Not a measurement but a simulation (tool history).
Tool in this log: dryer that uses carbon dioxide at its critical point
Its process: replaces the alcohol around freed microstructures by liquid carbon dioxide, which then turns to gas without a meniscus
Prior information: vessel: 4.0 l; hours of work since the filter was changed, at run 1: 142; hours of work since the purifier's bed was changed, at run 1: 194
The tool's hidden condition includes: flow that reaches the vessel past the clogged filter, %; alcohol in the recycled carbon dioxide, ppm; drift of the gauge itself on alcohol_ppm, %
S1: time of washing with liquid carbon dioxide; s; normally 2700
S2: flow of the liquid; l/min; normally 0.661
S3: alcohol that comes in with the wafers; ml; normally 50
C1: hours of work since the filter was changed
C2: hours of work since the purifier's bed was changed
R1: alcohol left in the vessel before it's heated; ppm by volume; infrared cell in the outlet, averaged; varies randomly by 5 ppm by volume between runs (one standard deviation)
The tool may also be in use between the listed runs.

run,day,S1,S2,S3,C1,C2,R1
1,0,2700,0.661,50,142,194,89
2,0.429,2700,0.661,50,149,201,94
3,0.917,2520,0.661,50,156,209,105
4,1.496,2700,0.661,50,166,218,95
5,2.162,2700,0.661,50,177,229,101
6,3.038,3840,0.661,50,191,243,79
7,3.904,3840,0.661,50,205,257,81
8,4.638,3420,0.661,50,216,268,88
9,5.562,3420,0.661,50,231,283,87
10,6.504,3420,0.661,50,246,299,105
# day 6.738: inlet filter changed
11,6.967,3420,0.661,50,4,305,101
12,7.433,2700,0.661,50,11,313,118
13,8.171,2700,0.661,50,23,325,110
14,9.017,3120,0.661,50,37,338,109
15,9.588,2700,0.661,50,46,347,124
16,10.371,2700,0.661,50,59,360,132
17,11.142,2700,0.661,50,71,372,131
18,11.692,2700,0.661,50,80,381,134
19,12.25,2160,0.661,50,89,390,191
20,13.025,2160,0.661,50,101,403,211
21,13.792,2160,0.661,50,114,415,215
22,14.467,2160,0.661,50,124,426,227
23,15.183,2700,0.661,50,136,438,159
24,15.838,3060,0.661,50,146,448,141
25,16.679,3060,0.661,50,160,462,146
26,17.217,2940,0.962,50,169,470,135
27,17.875,2940,0.962,50,179,481,149
28,18.342,2760,0.962,34,187,488,146
29,19.008,2760,0.962,34,197,499,148
30,19.896,2760,0.962,34,212,513,163
31,20.654,2760,0.962,34,224,526,166
32,21.088,2760,0.962,34,231,533,154
33,21.862,1980,0.945,50,243,545,185
# day 22.3: inlet filter changed
34,22.462,1980,0.945,50,3,554,167
35,23.183,1980,0.945,50,14,566,184
36,23.8,2280,0.945,50,24,576,175
37,24.467,2280,0.945,50,35,586,182
38,25.025,1680,0.661,25,44,595,271
39,25.767,3900,0.414,22,56,607,191
40,26.508,2820,0.812,44,68,619,192
41,27.417,2820,0.812,44,82,634,197
42,28.283,1800,0.512,95,96,648,1144
43,28.717,3360,0.42,28,103,655,249
44,29.262,1800,0.825,47,112,663,254
45,29.904,1800,0.825,47,122,674,262
46,30.65,3540,0.947,35,134,686,198
47,31.504,3540,0.947,35,148,699,217
48,32.258,3540,1.109,27,160,712,206

3 options for the next run, each taken on its own from the tool as it stands now. Forecast them:
A,33,2700,0.661,37,172,724,?
B,33,2760,0.91,61,172,724,?
C,33,1800,1.037,52,172,724,?

run,R1
A,246
B,218
C,242
Without the tool's hidden state the same runs would have given:
run,R1
A,20
B,10
C,20
